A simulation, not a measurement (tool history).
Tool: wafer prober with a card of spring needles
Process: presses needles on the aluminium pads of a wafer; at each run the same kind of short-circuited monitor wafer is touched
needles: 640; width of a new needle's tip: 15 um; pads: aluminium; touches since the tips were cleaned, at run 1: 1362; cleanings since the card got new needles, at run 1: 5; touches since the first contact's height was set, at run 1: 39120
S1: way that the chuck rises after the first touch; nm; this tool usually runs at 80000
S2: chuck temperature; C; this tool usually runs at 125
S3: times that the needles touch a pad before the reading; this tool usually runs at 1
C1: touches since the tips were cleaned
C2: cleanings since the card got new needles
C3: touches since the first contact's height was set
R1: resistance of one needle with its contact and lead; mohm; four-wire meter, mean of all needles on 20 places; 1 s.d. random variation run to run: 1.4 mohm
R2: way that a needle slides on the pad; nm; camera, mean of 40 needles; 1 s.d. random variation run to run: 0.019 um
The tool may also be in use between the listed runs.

run 1 hour=0 | S1=80000 S2=125 S3=1 | C1=1362 C2=5 C3=39120 | R1=143 R2=15360
-- hour=12.6 tips cleaned on abrasive film
run 2 hour=18.1 | S1=80000 S2=125 S3=1 | C1=2575 C2=6 C3=47483 | R1=150 R2=15300
-- hour=26.9 tips cleaned on abrasive film
run 3 hour=32.3 | S1=80000 S2=125 S3=1 | C1=2491 C2=7 C3=54006 | R1=149 R2=15300
-- hour=41.6 tips cleaned on abrasive film
-- hour=56.6 tips cleaned on abrasive film
run 4 hour=57.6 | S1=80000 S2=125 S3=1 | C1=481 C2=9 C3=65639 | R1=134 R2=15250
-- hour=73 tips cleaned on abrasive film
run 5 hour=74.2 | S1=80000 S2=125 S3=1 | C1=530 C2=10 C3=73277 | R1=134 R2=15220
-- hour=87.7 tips cleaned on abrasive film
run 6 hour=96.1 | S1=80000 S2=125 S3=1 | C1=3911 C2=11 C3=83405 | R1=162 R2=15220
-- hour=102 tips cleaned on abrasive film
-- hour=115.6 height of the first contact set anew
-- hour=118 tips cleaned on abrasive film
run 7 hour=122.7 | S1=80000 S2=125 S3=1 | C1=2153 C2=13 C3=3254 | R1=146 R2=15440
-- hour=132.2 tips cleaned on abrasive film
-- hour=147.4 tips cleaned on abrasive film
run 8 hour=150.5 | S1=80000 S2=125 S3=1 | C1=1441 C2=15 C3=16055 | R1=141 R2=15390
-- hour=162.3 tips cleaned on abrasive film
run 9 hour=163.5 | S1=80000 S2=125 S3=1 | C1=569 C2=16 C3=22041 | R1=132 R2=15360
-- hour=176.5 tips cleaned on abrasive film
run 10 hour=179.4 | S1=68000 S2=125 S3=1 | C1=1366 C2=17 C3=29387 | R1=148 R2=13060
-- hour=191.7 tips cleaned on abrasive film
run 11 hour=200.1 | S1=68000 S2=125 S3=1 | C1=3894 C2=18 C3=38910 | R1=180 R2=13030
-- hour=208.3 tips cleaned on abrasive film
-- hour=224.5 tips cleaned on abrasive film
run 12 hour=225.9 | S1=68000 S2=125 S3=1 | C1=660 C2=20 C3=50797 | R1=143 R2=13000
-- hour=239.5 tips cleaned on abrasive film
run 13 hour=253.2 | S1=68000 S2=125 S3=1 | C1=6321 C2=21 C3=63387 | R1=187 R2=13000
-- hour=255 tips cleaned on abrasive film
-- hour=270.3 tips cleaned on abrasive film
run 14 hour=280.4 | S1=68000 S2=125 S3=1 | C1=4640 C2=23 C3=75900 | R1=182 R2=12940
-- hour=284.7 tips cleaned on abrasive film
run 15 hour=292.9 | S1=80000 S2=125 S3=1 | C1=3775 C2=24 C3=81665 | R1=164 R2=15250
-- hour=299.3 tips cleaned on abrasive film
run 16 hour=306.3 | S1=68000 S2=83 S3=2 | C1=3217 C2=25 C3=87833 | R1=150 R2=12920
-- hour=314.5 tips cleaned on abrasive film
-- hour=317 height of the first contact set anew
run 17 hour=319 | S1=80000 S2=125 S3=1 | C1=1933 C2=26 C3=929 | R1=150 R2=15440
-- hour=330.1 tips cleaned on abrasive film
run 18 hour=335.1 | S1=89000 S2=83 S3=1 | C1=2346 C2=27 C3=8358 | R1=143 R2=17180
-- hour=344.6 tips cleaned on abrasive film
-- hour=359.2 tips cleaned on abrasive film
run 19 hour=361.5 | S1=89000 S2=83 S3=1 | C1=1059 C2=29 C3=20500 | R1=135 R2=17130
-- hour=374.7 tips cleaned on abrasive film
run 20 hour=388.3 | S1=91000 S2=85 S3=2 | C1=6300 C2=30 C3=32869 | R1=143 R2=17440
-- hour=390.6 tips cleaned on abrasive film
-- hour=405.2 tips cleaned on abrasive film
run 21 hour=407.3 | S1=60000 S2=125 S3=2 | C1=937 C2=32 C3=41580 | R1=144 R2=11450
-- hour=419.6 tips cleaned on abrasive film
run 22 hour=424.9 | S1=64000 S2=31 S3=3 | C1=2457 C2=33 C3=49701 | R1=132 R2=12220
-- hour=435.2 tips cleaned on abrasive film
run 23 hour=447.4 | S1=69000 S2=39 S3=1 | C1=5675 C2=34 C3=60115 | R1=189 R2=13210
-- hour=450.3 tips cleaned on abrasive film
-- hour=466.2 tips cleaned on abrasive film
run 24 hour=472.1 | S1=62000 S2=33 S3=1 | C1=2711 C2=36 C3=71437 | R1=169 R2=11800
-- hour=480.7 tips cleaned on abrasive film
run 25 hour=490.7 | S1=70000 S2=39 S3=1 | C1=4623 C2=37 C3=80022 | R1=176 R2=13320
-- hour=495.1 tips cleaned on abrasive film
-- hour=510.3 tips cleaned on abrasive film
-- hour=518.4 height of the first contact set anew
run 26 hour=518.5 | S1=85000 S2=39 S3=1 | C1=3661 C2=39 C3=39 | R1=150 R2=16410
-- hour=525.2 tips cleaned on abrasive film
run 27 hour=538.5 | S1=85000 S2=39 S3=1 | C1=6161 C2=40 C3=9260 | R1=164 R2=16390
-- hour=541.1 tips cleaned on abrasive film
-- hour=556.3 tips cleaned on abrasive film
run 28 hour=556.3 | S1=60000 S2=71 S3=1 | C1=0 C2=42 C3=17451 | R1=126 R2=11540
run 29 hour=569.5 | S1=60000 S2=71 S3=1 | C1=6103 C2=42 C3=23554 | R1=212 R2=11520

4 ways to go on from here, each from the tool as it stands after run 29. What would each give?
-- hour=571 tips cleaned on abrasive film
run A hour=582.8 | S1=99000 S2=57 S3=3 | C1=5499 C2=43 C3=29697 | R1=? R2=?
-- hour=571 tips cleaned on abrasive film
run B hour=582.8 | S1=60000 S2=71 S3=2 | C1=5499 C2=43 C3=29697 | R1=? R2=?
-- hour=571 tips cleaned on abrasive film
run C hour=582.8 | S1=96000 S2=71 S3=2 | C1=5499 C2=43 C3=29697 | R1=? R2=?
-- hour=571 tips cleaned on abrasive film
run D hour=582.8 | S1=71000 S2=43 S3=2 | C1=5499 C2=43 C3=29697 | R1=? R2=?

run=A R1=125 R2=19050
run=B R1=175 R2=11510
run=C R1=138 R2=18460
run=D R1=155 R2=13640
What these runs would have given with no unlogged condition in the tool:
run=A R1=111 R2=19130
run=B R1=120 R2=11580
run=C R1=113 R2=18540
run=D R1=113 R2=13710

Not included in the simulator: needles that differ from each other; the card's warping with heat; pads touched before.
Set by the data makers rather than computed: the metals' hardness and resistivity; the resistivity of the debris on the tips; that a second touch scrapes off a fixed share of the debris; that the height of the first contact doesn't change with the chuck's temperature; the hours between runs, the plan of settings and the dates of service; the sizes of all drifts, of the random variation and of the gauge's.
